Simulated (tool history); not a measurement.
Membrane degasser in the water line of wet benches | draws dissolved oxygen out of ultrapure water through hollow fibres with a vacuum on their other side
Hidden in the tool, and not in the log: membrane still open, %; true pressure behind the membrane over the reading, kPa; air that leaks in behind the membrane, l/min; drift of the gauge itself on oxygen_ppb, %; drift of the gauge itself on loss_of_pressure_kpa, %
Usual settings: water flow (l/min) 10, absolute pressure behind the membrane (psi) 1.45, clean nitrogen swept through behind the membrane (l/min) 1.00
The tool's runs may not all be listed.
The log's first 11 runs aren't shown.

run,hour,water flow (l/min),absolute pressure behind the membrane (psi),clean nitrogen swept through behind the membrane (l/min),hours since the membrane was changed,hours since the vacuum gauge was calibrated,hours since the vacuum lines were made tight,dissolved oxygen in the water behind the degasser (ppb),pressure that the water loses in the fibres (psi)
12,867.8,10,1.45,1.00,5358,2083,13430,162.2,4.972
13,923.5,10,1.45,1.00,5414,2139,13486,161.5,4.995
14,993.2,10,1.45,2.92,5483,2209,13555,59.6,4.994
15,1070.1,10,1.45,2.92,5560,2286,13632,59.7,4.952
16,1143.7,10,1.45,2.92,5634,2359,13706,59.7,4.997
17,1256.0,10,1.45,2.92,5746,2472,13818,59.9,4.983
18,1326.5,14,1.00,0.43,5817,2542,13889,255.7,7.004
19,1402.1,14,1.00,0.43,5892,2618,13964,255.7,6.972
20,1478.1,16,1.74,1.35,5968,2694,14040,254.9,7.980
21,1591.7,15,1.71,0.51,6082,2807,14154,527.4,7.459
22,1712.0,8,1.41,0.46,6202,2928,14274,253.8,3.974
23,1788.9,8,1.41,0.46,6279,3004,14351,254.0,3.977
24,1898.8,8,1.41,0.46,6389,3114,14461,253.9,3.978
25,1966.8,8,1.41,0.46,6457,3182,14529,255.5,3.984
26,2088.7,8,1.41,0.46,6579,3304,14651,255.8,3.952
27,2164.3,8,1.41,0.46,6654,3380,14727,255.6,4.006
28,2239.7,7,1.45,1.62,6730,3455,14802,73.5,3.462
29,2333.0,7,1.45,1.62,6823,3549,14895,73.5,3.452
30,2389.5,7,1.65,1.27,6880,3605,14952,112.4,3.498
31,2446.0,9,2.93,0.74,6936,3662,15008,471.4,4.482
32,2569.8,9,0.94,1.15,7060,3785,15132,63.7,4.474

Forecast each of these 3 alternatives for the next run:
A,2634.9,11,2.71,1.18,7125,3851,15197,?,?
B,2634.9,9,2.12,1.30,7125,3851,15197,?,?
C,2634.9,12,2.18,1.00,7125,3851,15197,?,?

run,dissolved oxygen in the water behind the degasser (ppb),pressure that the water loses in the fibres (psi)
A,341.5,5.455
B,192.6,4.489
C,330.7,5.945
Without the tool's hidden state the same runs would have given:
run,dissolved oxygen in the water behind the degasser (ppb),pressure that the water loses in the fibres (psi)
A,333.9,5.451
B,188.3,4.485
C,323.3,5.941
